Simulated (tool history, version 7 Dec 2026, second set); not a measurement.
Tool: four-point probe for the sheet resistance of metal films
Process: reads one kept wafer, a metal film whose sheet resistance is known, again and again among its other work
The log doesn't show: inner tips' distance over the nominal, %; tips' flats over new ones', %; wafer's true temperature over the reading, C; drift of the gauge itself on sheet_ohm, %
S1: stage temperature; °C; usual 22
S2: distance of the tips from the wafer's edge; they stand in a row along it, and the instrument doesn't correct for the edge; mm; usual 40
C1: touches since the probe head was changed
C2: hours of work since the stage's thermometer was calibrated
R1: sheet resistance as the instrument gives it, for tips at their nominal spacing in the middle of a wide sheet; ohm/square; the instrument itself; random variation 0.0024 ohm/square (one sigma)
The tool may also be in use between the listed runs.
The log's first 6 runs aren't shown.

run,hour,S1,S2,C1,C2,R1
7,393.4,19,40,29038,552,12.091680
8,465.2,19,40,30234,593,12.090735
9,512.9,22,44,31028,620,12.105327
10,608.8,22,44,32625,675,12.110108
11,650.3,22,12,33316,698,12.149544
12,727.7,22,12,34605,742,12.146514
13,790.2,22,12,35645,778,12.148688
14,842.1,22,12,36510,807,12.149716
15,911.4,22,40,37662,847,12.110654
16,970.2,19,40,38642,880,12.092090
17,1012.9,27,40,39352,904,12.129419
18,1053.1,30,40,40022,927,12.145096
19,1115.0,30,40,41053,963,12.149613
20,1179.9,30,40,42134,999,12.146898
21,1266.6,22,13,43576,1049,12.144263
22,1348.2,22,41,44935,1095,12.107684
23,1408.5,29,32,45940,1129,12.143619
24,1449.0,29,32,46614,1153,12.143999
25,1513.1,24,30,47681,1189,12.121046
26,1561.8,24,30,48492,1217,12.124599

The next listed run, before its measurement:
27,1640.1,29,20,49795,1261,?

R1: 12.155129 ohm/square
Without the tool's hidden state the same run would have given R1 12.154222 ohm/square.
